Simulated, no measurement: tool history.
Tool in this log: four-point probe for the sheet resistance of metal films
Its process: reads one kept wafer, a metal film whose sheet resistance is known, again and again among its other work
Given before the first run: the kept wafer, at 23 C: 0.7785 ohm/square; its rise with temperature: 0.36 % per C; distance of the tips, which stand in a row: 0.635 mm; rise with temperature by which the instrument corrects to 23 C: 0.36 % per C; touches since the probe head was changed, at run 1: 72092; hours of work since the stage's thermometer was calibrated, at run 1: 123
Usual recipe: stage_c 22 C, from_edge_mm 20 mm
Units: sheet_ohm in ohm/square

run     day  stage_c  from_edge_mm  touches since the probe head was changed  hours of work since the stage's thermometer was calibrated  sheet_ohm
  1       0       22            20                                     72092                                                         123   0.778723
  2   0.483       22            20                                     72571                                                         130   0.778913
  3   0.942       22            20                                     73023                                                         137   0.779078
  4   1.467       30            20                                     73541                                                         145   0.778967
  5   2.075       30            20                                     74143                                                         155   0.778949
  6   2.888       22            31                                     74948                                                         167   0.778787
  7   3.429       22            20                                     75484                                                         176   0.778968
  8   4.008       22            20                                     76053                                                         185     0.7791
  9   4.642       22            20                                     76679                                                         195   0.779034
 10   5.554       22            18                                     77581                                                         209   0.779075
 11   6.058       22            18                                     78083                                                         217   0.779023
 12   6.829       22            18                                     78844                                                         228    0.77883
 13   7.212       22            18                                     79222                                                         234   0.778843
 14   7.783       22            18                                     79784                                                         243   0.779192
 15   8.612       22            26                                     80605                                                         256   0.778966
 16   9.279       22             6                                     81265                                                         266   0.783264
 17   9.729       22             4                                     81708                                                         273   0.789326
 18   10.65       19            33                                     82622                                                         288   0.778848
 19  11.421       21            38                                     83381                                                         300   0.778761
 20  12.104       25            67                                     84056                                                         310   0.778923
 21  12.954       24            13                                     84897                                                         323   0.779881
 22  13.792       24            13                                     85727                                                         336   0.779466
 23  14.362       24            13                                     86291                                                         345   0.779561
 24  14.917       34            41                                     86837                                                         354     0.7789
 25  15.783       34            41                                     87693                                                         367   0.778619
 26  16.554       20             5                                     88457                                                         379   0.785397
 27  17.171       22            10                                     89065                                                         389   0.780114
 28  17.825       33            20                                     89712                                                         399    0.77929

5 ways to go on from here, each from the tool as it stands after run 28. What would each give?
  A  18.721       34            14                                     90600                                                         413          ?
  B  18.721       19            20                                     90600                                                         413          ?
  C  18.721       18            21                                     90600                                                         413          ?
  D  18.721       32            22                                     90600                                                         413          ?
  E  18.721       26            20                                     90600                                                         413          ?

run  sheet_ohm
  A   0.779744
  B   0.779178
  C    0.77907
  D   0.779016
  E   0.779013
Without the tool's hidden state the same runs would have given:
run  sheet_ohm
  A   0.779602
  B   0.779035
  C   0.778928
  D   0.778873
  E   0.778871
